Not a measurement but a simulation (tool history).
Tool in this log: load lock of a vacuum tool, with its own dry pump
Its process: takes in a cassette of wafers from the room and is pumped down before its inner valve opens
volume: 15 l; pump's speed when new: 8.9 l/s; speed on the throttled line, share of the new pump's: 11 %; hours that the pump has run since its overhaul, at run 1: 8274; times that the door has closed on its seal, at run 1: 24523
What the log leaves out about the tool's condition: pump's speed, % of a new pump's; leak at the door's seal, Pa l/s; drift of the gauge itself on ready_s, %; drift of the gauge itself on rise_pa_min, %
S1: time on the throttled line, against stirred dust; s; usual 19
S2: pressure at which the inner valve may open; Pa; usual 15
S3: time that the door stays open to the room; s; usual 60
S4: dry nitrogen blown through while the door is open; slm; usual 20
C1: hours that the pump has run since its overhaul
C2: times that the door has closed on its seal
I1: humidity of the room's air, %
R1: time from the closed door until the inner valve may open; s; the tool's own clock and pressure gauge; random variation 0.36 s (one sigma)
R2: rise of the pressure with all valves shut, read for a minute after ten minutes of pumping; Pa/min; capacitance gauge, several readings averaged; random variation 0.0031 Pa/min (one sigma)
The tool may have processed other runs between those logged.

run 1 hour=0 | S1=19 S2=15 S3=60 S4=20 | C1=8274 C2=24523 | I1=47.6 | R1=32.1 R2=0.079
run 2 hour=236.4 | S1=19 S2=15 S3=60 S4=20 | C1=8511 C2=25223 | I1=46.3 | R1=32 R2=0.071
run 3 hour=598 | S1=19 S2=15 S3=30 S4=20 | C1=8872 C2=26295 | I1=44.9 | R1=31.7 R2=0.045
run 4 hour=955.6 | S1=19 S2=15 S3=30 S4=20 | C1=9230 C2=27355 | I1=46.2 | R1=31.5 R2=0.05
-- hour=1193.6 door's seal changed, seat wiped
run 5 hour=1308.8 | S1=19 S2=15 S3=30 S4=20 | C1=9582 C2=341 | I1=45.8 | R1=31.4 R2=0.054
run 6 hour=1671.1 | S1=19 S2=15 S3=60 S4=20 | C1=9944 C2=1415 | I1=48.9 | R1=32 R2=0.07
run 7 hour=1952.9 | S1=19 S2=15 S3=60 S4=20 | C1=10226 C2=2250 | I1=46.3 | R1=31.4 R2=0.071
run 8 hour=2406 | S1=19 S2=15 S3=60 S4=20 | C1=10679 C2=3593 | I1=48.1 | R1=32 R2=0.077
run 9 hour=2749.3 | S1=32 S2=29 S3=80 S4=40 | C1=11022 C2=4610 | I1=43.7 | R1=42 R2=0.059
run 10 hour=3068.6 | S1=19 S2=29 S3=34 S4=20 | C1=11341 C2=5556 | I1=47.7 | R1=30.5 R2=0.056
run 11 hour=3383.4 | S1=15 S2=11 S3=60 S4=20 | C1=11656 C2=6490 | I1=41.6 | R1=28.5 R2=0.069
run 12 hour=3759.1 | S1=15 S2=11 S3=60 S4=20 | C1=12032 C2=7603 | I1=40.7 | R1=29 R2=0.07
run 13 hour=4196.7 | S1=35 S2=10 S3=125 S4=41 | C1=12470 C2=8900 | I1=47.4 | R1=45.9 R2=0.086
run 14 hour=4442.1 | S1=32 S2=10 S3=125 S4=41 | C1=12715 C2=9627 | I1=43.3 | R1=45 R2=0.077
run 15 hour=4823.3 | S1=32 S2=10 S3=125 S4=41 | C1=13096 C2=10757 | I1=45.8 | R1=44.9 R2=0.079

Consider 4 possible next runs. They are alternatives, not a sequence: every one starts from the tool as it was left by run 15. What does each give?
run A hour=5112.6 | S1=32 S2=10 S3=83 S4=41 | C1=13386 C2=11615 | I1=44.7 | R1=? R2=?
run B hour=5112.6 | S1=24 S2=10 S3=125 S4=23 | C1=13386 C2=11615 | I1=44.8 | R1=? R2=?
run C hour=5112.6 | S1=24 S2=12 S3=60 S4=20 | C1=13386 C2=11615 | I1=42.8 | R1=? R2=?
run D hour=5112.6 | S1=32 S2=13 S3=66 S4=41 | C1=13386 C2=11615 | I1=45.8 | R1=? R2=?

run=A R1=43.8 R2=0.065
run=B R1=36.1 R2=0.103
run=C R1=36.4 R2=0.069
run=D R1=43.4 R2=0.054
Had the tool no hidden state, the same runs would have come out as:
run=A R1=43.8 R2=0.065
run=B R1=36.1 R2=0.103
run=C R1=36.4 R2=0.068
run=D R1=43.4 R2=0.054
